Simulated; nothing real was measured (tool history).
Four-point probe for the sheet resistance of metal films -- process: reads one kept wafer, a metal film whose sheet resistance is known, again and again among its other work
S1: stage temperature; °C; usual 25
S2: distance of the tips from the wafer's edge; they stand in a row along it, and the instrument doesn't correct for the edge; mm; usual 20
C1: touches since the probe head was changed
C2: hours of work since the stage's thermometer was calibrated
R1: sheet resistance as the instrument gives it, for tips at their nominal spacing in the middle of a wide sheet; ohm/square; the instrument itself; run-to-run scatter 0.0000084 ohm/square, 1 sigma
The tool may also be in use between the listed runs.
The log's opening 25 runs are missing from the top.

| run | hour | S1 | S2 | C1 | C2 | R1 |
|---|---|---|---|---|---|---|
| 26 | 2366.4 | 26 | 23 | 191220 | 992 | 0.041619 |
| 27 | 2441 | 26 | 23 | 194003 | 1025 | 0.041603 |
| 28 | 2508.4 | 18 | 8 | 196517 | 1054 | 0.041879 |
| 29 | 2591.7 | 18 | 8 | 199627 | 1091 | 0.041885 |
| 30 | 2673.6 | 18 | 8 | 202681 | 1126 | 0.041886 |
| 31 | 2766.5 | 29 | 25 | 206146 | 1167 | 0.04153 |
| 32 | 2851.5 | 24 | 9 | 209320 | 1204 | 0.041727 |
| 33 | 2935.6 | 24 | 9 | 212454 | 1240 | 0.041715 |
| 34 | 3045.4 | 24 | 9 | 216552 | 1288 | 0.041706 |
| 35 | 3148.5 | 20 | 65 | 220399 | 1333 | 0.041669 |
| 36 | 3215.8 | 18 | 4 | 222907 | 1362 | 0.042281 |
| 37 | 3340.2 | 26 | 57 | 227548 | 1417 | 0.041559 |
| 38 | 3479.9 | 26 | 57 | 232761 | 1477 | 0.041543 |
| 39 | 3587.4 | 26 | 11 | 236773 | 1524 | 0.041618 |
| 40 | 3719 | 26 | 11 | 241681 | 1581 | 0.041616 |
|  | 3796 | new probe head fitted |
| 41 | 3838.6 | 21 | 9 | 1588 | 1633 | 0.042031 |
| 42 | 3963.2 | 30 | 4 | 6236 | 1687 | 0.042285 |
| 43 | 4100.9 | 20 | 72 | 11373 | 1747 | 0.041911 |
| 44 | 4181.7 | 20 | 72 | 14388 | 1783 | 0.04192 |

3 options for the next run, each taken on its own from the tool as it stands now. Forecast them:
| A | 4289.3 | 20 | 38 | 18400 | 1829 | ? |
| B | 4289.3 | 25 | 6 | 18400 | 1829 | ? |
| C | 4289.3 | 22 | 20 | 18400 | 1829 | ? |

| run | R1 |
|---|---|
| A | 0.041917 |
| B | 0.042057 |
| C | 0.041885 |
The same runs, with their run-to-run variation unchanged, on a tool lacking any hidden condition would have given:
| run | R1 |
|---|---|
| A | 0.041863 |
| B | 0.042003 |
| C | 0.041831 |

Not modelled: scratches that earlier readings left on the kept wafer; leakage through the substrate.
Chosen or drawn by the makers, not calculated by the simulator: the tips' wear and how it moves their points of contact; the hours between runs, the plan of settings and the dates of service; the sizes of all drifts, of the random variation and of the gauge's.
